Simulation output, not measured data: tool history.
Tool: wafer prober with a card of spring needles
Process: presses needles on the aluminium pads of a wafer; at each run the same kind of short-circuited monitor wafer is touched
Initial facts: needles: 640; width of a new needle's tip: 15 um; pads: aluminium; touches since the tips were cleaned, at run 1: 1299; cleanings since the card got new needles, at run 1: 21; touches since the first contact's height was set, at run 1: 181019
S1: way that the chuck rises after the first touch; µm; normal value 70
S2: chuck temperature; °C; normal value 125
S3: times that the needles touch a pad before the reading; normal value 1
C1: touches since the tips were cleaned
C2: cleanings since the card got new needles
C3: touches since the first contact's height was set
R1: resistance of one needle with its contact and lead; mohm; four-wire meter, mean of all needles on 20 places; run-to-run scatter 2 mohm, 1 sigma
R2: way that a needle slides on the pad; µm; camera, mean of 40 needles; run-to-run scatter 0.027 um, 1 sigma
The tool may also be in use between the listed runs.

run	hour	S1	S2	S3	C1	C2	C3	R1	R2
1	0	70	125	1	1299	21	181019	375	9.64
# hour 4: height of the first contact set anew
# hour 15.3: tips cleaned on abrasive film
2	15.9	70	125	1	249	22	5092	701	9.89
3	29.1	70	125	1	5944	22	10787	616	9.89
# hour 33.9: tips cleaned on abrasive film
4	36.3	70	125	1	1029	23	13866	353	9.8
5	46.8	70	125	1	5561	23	18398	559	9.85
# hour 51.4: tips cleaned on abrasive film
6	55.2	70	125	1	1632	24	21972	421	9.88
# hour 67.3: tips cleaned on abrasive film, once more
7	70.6	70	125	1	1429	25	28551	407	9.85
8	83.4	64	125	1	6961	25	34083	647	9.01
# hour 85.4: tips cleaned on abrasive film
9	97.3	64	125	1	5113	26	40020	626	8.99
# hour 102.7: tips cleaned on abrasive film
10	108.5	64	125	1	2472	27	44800	520	8.97
11	118.1	70	125	1	6610	27	48938	596	9.82
# hour 121.1: tips cleaned on abrasive film
12	127.3	81	125	1	2675	28	52874	437	11.36
# hour 139.2: tips cleaned on abrasive film
13	144.1	81	125	1	2145	29	60089	403	11.39
14	152.1	81	125	1	5573	29	63517	488	11.31
# hour 157.6: tips cleaned on abrasive film
15	165	81	125	1	3223	30	69049	450	11.41
16	172.3	81	125	1	6373	30	72199	505	11.36
# hour 175.9: tips cleaned on abrasive film
17	188.3	67	52	3	5348	31	79023	366	9.37
# hour 193.9: tips cleaned on abrasive film
18	200.4	73	91	3	2807	32	84229	311	10.18
19	210.9	73	91	3	7326	32	88748	342	10.19
# hour 212.1: tips cleaned on abrasive film
20	225.6	73	91	3	5802	33	95026	338	10.23
# hour 230.1: tips cleaned on abrasive film
21	234.2	55	97	2	1756	34	98682	433	7.63
# hour 247.4: tips cleaned on abrasive film
22	250.1	79	70	2	1139	35	105492	289	11
23	263.5	81	70	2	6920	35	111273	401	11.28
# hour 265.7: tips cleaned on abrasive film
24	271.6	60	125	3	2528	36	114733	349	8.35
# hour 283.1: tips cleaned on abrasive film
25	287.7	65	67	3	1986	37	121633	312	9.03
26	299.8	58	39	3	7188	37	126835	427	8.06
# hour 301.1: tips cleaned on abrasive film
27	310	53	100	2	3828	38	131175	566	7.33
# hour 319.5: tips cleaned on abrasive film
28	321.1	70	111	2	718	39	135958	302	9.69
29	333.5	70	31	1	6036	39	141276	630	9.75
# hour 337: tips cleaned on abrasive film
30	349.2	53	36	2	5273	40	148028	630	7.34
# hour 355.4: tips cleaned on abrasive film
31	356.9	70	125	1	640	41	151274	334	9.71

Branching from run 31: 4 alternative next runs. What would each branch give?
A	368.7	70	33	3	5756	41	156390	?	?
B	368.7	80	125	1	5756	41	156390	?	?
C	368.7	76	43	2	5756	41	156390	?	?
D	368.7	70	42	2	5756	41	156390	?	?

run	R1	R2
A	357	9.7
B	514	11.12
C	424	10.53
D	459	9.69
Without the tool's hidden state the same runs would have given:
run	R1	R2
A	199	9.88
B	218	11.3
C	200	10.71
D	200	9.86
